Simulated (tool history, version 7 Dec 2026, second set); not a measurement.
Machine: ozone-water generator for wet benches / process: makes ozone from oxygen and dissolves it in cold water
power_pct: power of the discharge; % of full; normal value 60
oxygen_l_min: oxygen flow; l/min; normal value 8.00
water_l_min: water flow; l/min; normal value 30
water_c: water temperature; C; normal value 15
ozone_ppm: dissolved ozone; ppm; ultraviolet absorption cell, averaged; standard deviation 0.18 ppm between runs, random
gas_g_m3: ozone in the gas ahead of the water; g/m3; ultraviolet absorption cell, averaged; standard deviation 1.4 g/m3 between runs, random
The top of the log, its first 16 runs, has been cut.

Run 17, day 15.888: usual settings. Result: ozone_ppm 24.9 ppm, gas_g_m3 252.7 g/m3.
Run 18, day 16.921: usual settings but power_pct 55 % of full, oxygen_l_min 12.72 l/min, water_c 9 C. Result: ozone_ppm 24.7 ppm, gas_g_m3 179.8 g/m3.
Run 19, day 18.121: usual settings but power_pct 55 % of full, oxygen_l_min 12.72 l/min, water_l_min 20 l/min, water_c 9 C. Result: ozone_ppm 33.8 ppm, gas_g_m3 179.9 g/m3.
Run 20, day 19.475: usual settings but power_pct 55 % of full, oxygen_l_min 12.72 l/min, water_l_min 20 l/min, water_c 9 C. Result: ozone_ppm 33.4 ppm, gas_g_m3 178.3 g/m3.
Run 21, day 20.342: usual settings but power_pct 55 % of full, oxygen_l_min 12.72 l/min, water_l_min 20 l/min, water_c 9 C. Result: ozone_ppm 33.5 ppm, gas_g_m3 178.1 g/m3.
Run 22, day 20.921: usual settings but power_pct 55 % of full, oxygen_l_min 12.72 l/min, water_l_min 20 l/min, water_c 9 C. Result: ozone_ppm 33.4 ppm, gas_g_m3 179.0 g/m3.
Run 23, day 22.150: usual settings but power_pct 55 % of full, oxygen_l_min 12.72 l/min, water_l_min 20 l/min, water_c 9 C. Result: ozone_ppm 33.6 ppm, gas_g_m3 177.5 g/m3.
Run 24, day 22.767: usual settings but oxygen_l_min 10.37 l/min, water_l_min 20 l/min. Result: ozone_ppm 33.0 ppm, gas_g_m3 212.8 g/m3.
Run 25, day 23.421: usual settings but power_pct 75 % of full, water_l_min 22 l/min. Result: ozone_ppm 36.2 ppm, gas_g_m3 285.6 g/m3.
Run 26, day 24.750: usual settings but power_pct 69 % of full, water_l_min 22 l/min, water_c 11 C. Result: ozone_ppm 36.7 ppm, gas_g_m3 273.0 g/m3.
Run 27, day 26.058: usual settings but power_pct 45 % of full, oxygen_l_min 6.22 l/min, water_l_min 22 l/min, water_c 11 C. Result: ozone_ppm 29.6 ppm, gas_g_m3 253.3 g/m3.
Run 28, day 27.271: usual settings but power_pct 45 % of full, oxygen_l_min 6.22 l/min, water_l_min 22 l/min, water_c 11 C. Result: ozone_ppm 30.3 ppm, gas_g_m3 254.5 g/m3.
Run 29, day 28.192: usual settings but water_c 19 C. Result: ozone_ppm 23.2 ppm, gas_g_m3 253.4 g/m3.
Run 30, day 28.808: usual settings but oxygen_l_min 9.50 l/min, water_c 8 C. Result: ozone_ppm 27.1 ppm, gas_g_m3 225.4 g/m3.
Run 31, day 29.646: usual settings but oxygen_l_min 10.84 l/min. Result: ozone_ppm 23.9 ppm, gas_g_m3 209.9 g/m3.
Run 32, day 30.250: usual settings but water_c 13 C. Result: ozone_ppm 25.7 ppm, gas_g_m3 252.9 g/m3.
Run 33, day 31.392: usual settings but water_c 13 C. Result: ozone_ppm 25.3 ppm, gas_g_m3 251.4 g/m3.

Consider 3 possible next runs. They are alternatives, not a sequence: every one starts from the tool as it was left by run 33. What does each give?
Run A, day 32.529: usual settings but water_l_min 25 l/min, water_c 13 C. Result: ozone_ppm ?, gas_g_m3 ?.
Run B, day 32.529: usual settings but oxygen_l_min 6.11 l/min, water_c 22 C. Result: ozone_ppm ?, gas_g_m3 ?.
Run C, day 32.529: usual settings but power_pct 62 % of full, water_l_min 20 l/min, water_c 9 C. Result: ozone_ppm ?, gas_g_m3 ?.

run  ozone_ppm  gas_g_m3
  A       29.5     252.2
  B       22.8     298.2
  C       38.9     257.1
Without the tool's unlogged condition, the same runs would have read:
run  ozone_ppm  gas_g_m3
  A       30.4     254.3
  B       23.6     300.7
  C       40.0     259.2

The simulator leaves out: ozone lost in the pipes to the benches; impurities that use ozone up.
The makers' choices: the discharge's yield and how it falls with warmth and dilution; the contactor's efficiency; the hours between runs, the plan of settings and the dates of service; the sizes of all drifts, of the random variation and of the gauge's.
